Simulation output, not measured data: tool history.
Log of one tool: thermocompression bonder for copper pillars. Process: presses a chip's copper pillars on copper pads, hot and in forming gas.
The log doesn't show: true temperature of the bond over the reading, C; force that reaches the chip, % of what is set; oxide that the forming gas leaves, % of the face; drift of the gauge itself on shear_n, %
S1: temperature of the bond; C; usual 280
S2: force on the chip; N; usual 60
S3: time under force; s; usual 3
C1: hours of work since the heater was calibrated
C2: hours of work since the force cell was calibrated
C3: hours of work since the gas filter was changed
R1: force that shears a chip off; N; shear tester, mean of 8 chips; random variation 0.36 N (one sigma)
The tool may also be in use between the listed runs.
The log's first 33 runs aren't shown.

run   hour   S1  S2  S3   C1   C2   C3    R1
 34  289.9  280  36   2  270  450  317  39.4
 35    295  280  36   2  274  454  321  40.3
 36  306.5  260  77   3  282  463  330  55.7
 37  315.9  260  77   3  290  470  337  55.8
 38  321.5  295  78   3  294  475  342  75.2
 39  331.9  281  51   3  302  482  349  56.6
 40    337  293  57   3  306  486  353  64.9
 41  341.8  264  77   2  309  490  357  50.7

Forecast each of these 3 alternatives for the next run:
  A  349.5  306  64   3  315  496  363   ?
  B  349.5  280  81   4  315  496  363   ?
  C  349.5  299  60   3  315  496  363   ?

run    R1
  A  74.5
  B  73.8
  C  69.6
Without the tool's hidden state the same runs would have given:
run    R1
  A  74.7
  B    74
  C  69.8
